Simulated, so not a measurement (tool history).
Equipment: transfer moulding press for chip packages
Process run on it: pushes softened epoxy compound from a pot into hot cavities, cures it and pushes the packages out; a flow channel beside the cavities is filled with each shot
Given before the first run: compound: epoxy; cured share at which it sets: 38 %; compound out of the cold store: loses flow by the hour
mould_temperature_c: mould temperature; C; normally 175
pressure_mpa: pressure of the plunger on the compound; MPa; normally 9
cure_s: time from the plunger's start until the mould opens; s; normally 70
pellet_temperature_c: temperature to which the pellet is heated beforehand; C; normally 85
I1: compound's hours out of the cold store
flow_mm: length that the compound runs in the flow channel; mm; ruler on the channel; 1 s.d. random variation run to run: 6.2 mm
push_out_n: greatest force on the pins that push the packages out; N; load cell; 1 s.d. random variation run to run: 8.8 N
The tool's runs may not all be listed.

Run 1, hour 0: usual settings; I1 37.2. Result: flow_mm 850 mm, push_out_n 382 N.
Run 2, hour 25.8: usual settings; I1 13.1. Result: flow_mm 974 mm, push_out_n 511 N.
Run 3, hour 44.6: usual settings; I1 27.8. Result: flow_mm 883 mm, push_out_n 528 N.
At hour 72.7: cavities cleaned with cleaning compound and waxed.
Run 4, hour 73: usual settings; I1 20.8. Result: flow_mm 922 mm, push_out_n 395 N.
Run 5, hour 109.5: usual settings; I1 12.3. Result: flow_mm 972 mm, push_out_n 595 N.
At hour 120.1: plunger's sealing rings changed.
Run 6, hour 143.5: usual settings; I1 15.4. Result: flow_mm 1002 mm, push_out_n 598 N.
At hour 147.1: cavities cleaned with cleaning compound and waxed.
Run 7, hour 163.9: usual settings; I1 22.3. Result: flow_mm 957 mm, push_out_n 486 N.
Run 8, hour 182.3: usual settings; I1 30.2. Result: flow_mm 913 mm, push_out_n 536 N.
Run 9, hour 204.8: usual settings; I1 40.8. Result: flow_mm 865 mm, push_out_n 560 N.
At hour 210.3: mould's thermocouples calibrated.
At hour 221: cavities cleaned with cleaning compound and waxed.
Run 10, hour 236.6: usual settings; I1 44.9. Result: flow_mm 819 mm, push_out_n 459 N.
Run 11, hour 261.5: usual settings; I1 12.4. Result: flow_mm 988 mm, push_out_n 583 N.
Run 12, hour 290.8: usual settings; I1 30.8. Result: flow_mm 895 mm, push_out_n 593 N.
At hour 295.2: cavities cleaned with cleaning compound and waxed.
Run 13, hour 316.2: usual settings; I1 8.8. Result: flow_mm 1012 mm, push_out_n 548 N.
Run 14, hour 352.4: usual settings but cure_s 105 s; I1 41.1. Result: flow_mm 827 mm, push_out_n 405 N.
At hour 369.2: cavities cleaned with cleaning compound and waxed.
Run 15, hour 373.5: usual settings but mould_temperature_c 173 C, pressure_mpa 8.36 MPa, cure_s 77 s; I1 36.1. Result: flow_mm 834 mm, push_out_n 397 N.
Run 16, hour 403.7: usual settings but mould_temperature_c 181 C, pressure_mpa 6.89 MPa, cure_s 54 s, pellet_temperature_c 75 C; I1 29.7. Result: flow_mm 752 mm, push_out_n 665 N.
At hour 442.7: plunger's sealing rings changed.
At hour 444.2: cavities cleaned with cleaning compound and waxed.
Run 17, hour 447.3: usual settings but mould_temperature_c 179 C, cure_s 53 s, pellet_temperature_c 76 C; I1 18. Result: flow_mm 959 mm, push_out_n 676 N.
At hour 462.1: mould's thermocouples calibrated, once more.
Run 18, hour 483.5: usual settings but mould_temperature_c 181 C, pressure_mpa 7.51 MPa, cure_s 62 s, pellet_temperature_c 78 C; I1 11. Result: flow_mm 903 mm, push_out_n 515 N.
Run 19, hour 510.7: usual settings but mould_temperature_c 181 C, pressure_mpa 7.51 MPa, cure_s 62 s, pellet_temperature_c 78 C; I1 14.3. Result: flow_mm 889 mm, push_out_n 565 N.
At hour 518.1: cavities cleaned with cleaning compound and waxed.
Run 20, hour 532.7: usual settings but mould_temperature_c 180 C, pressure_mpa 10.87 MPa, cure_s 74 s, pellet_temperature_c 93 C; I1 9.1. Result: flow_mm 1092 mm, push_out_n 346 N.
Run 21, hour 549.5: usual settings but mould_temperature_c 180 C, pressure_mpa 8.72 MPa, cure_s 74 s, pellet_temperature_c 94 C; I1 33.1. Result: flow_mm 847 mm, push_out_n 382 N.
Run 22, hour 576: usual settings but mould_temperature_c 180 C, pressure_mpa 6.86 MPa, cure_s 74 s, pellet_temperature_c 94 C; I1 13.8. Result: flow_mm 843 mm, push_out_n 434 N.
At hour 591.2: cavities cleaned with cleaning compound and waxed.
Run 23, hour 611.6: usual settings but mould_temperature_c 180 C, pressure_mpa 6.86 MPa, cure_s 74 s, pellet_temperature_c 94 C; I1 22.8. Result: flow_mm 798 mm, push_out_n 357 N.
Run 24, hour 638.3: usual settings but mould_temperature_c 180 C, pressure_mpa 6.86 MPa, cure_s 74 s, pellet_temperature_c 94 C; I1 22.7. Result: flow_mm 794 mm, push_out_n 403 N.
At hour 663.7: cavities cleaned with cleaning compound and waxed.
Run 25, hour 663.7: usual settings but mould_temperature_c 178 C, cure_s 53 s; I1 27. Result: flow_mm 887 mm, push_out_n 612 N.
Run 26, hour 691.8: usual settings but mould_temperature_c 176 C, pressure_mpa 9.03 MPa; I1 40.6. Result: flow_mm 827 mm, push_out_n 460 N.
Run 27, hour 720.7: usual settings but mould_temperature_c 176 C, pressure_mpa 9.03 MPa, pellet_temperature_c 77 C; I1 8.7. Result: flow_mm 1003 mm, push_out_n 609 N.

Forecast each of these 5 alternatives for the next run:
At hour 736.4: cavities cleaned with cleaning compound and waxed.
Run A, hour 743.1: usual settings but pellet_temperature_c 81 C; I1 12.8. Result: flow_mm ?, push_out_n ?.
At hour 736.4: cavities cleaned with cleaning compound and waxed.
Run B, hour 743.1: usual settings but mould_temperature_c 177 C; I1 33.3. Result: flow_mm ?, push_out_n ?.
At hour 736.4: cavities cleaned with cleaning compound and waxed.
Run C, hour 743.1: usual settings but mould_temperature_c 176 C, pressure_mpa 9.52 MPa, pellet_temperature_c 77 C; I1 46.3. Result: flow_mm ?, push_out_n ?.
At hour 736.4: cavities cleaned with cleaning compound and waxed.
Run D, hour 743.1: usual settings but pressure_mpa 7.73 MPa, cure_s 79 s; I1 15.9. Result: flow_mm ?, push_out_n ?.
At hour 736.4: cavities cleaned with cleaning compound and waxed.
Run E, hour 743.1: usual settings but mould_temperature_c 176 C, pressure_mpa 8.48 MPa, cure_s 81 s, pellet_temperature_c 77 C; I1 40.2. Result: flow_mm ?, push_out_n ?.

run  flow_mm  push_out_n
  A      976         470
  B      846         377
  C      811         399
  D      884         366
  E      795         322
With no hidden state in the tool, these same runs would have given:
run  flow_mm  push_out_n
  A     1024         420
  B      887         338
  C      850         357
  D      927         327
  E      834         290
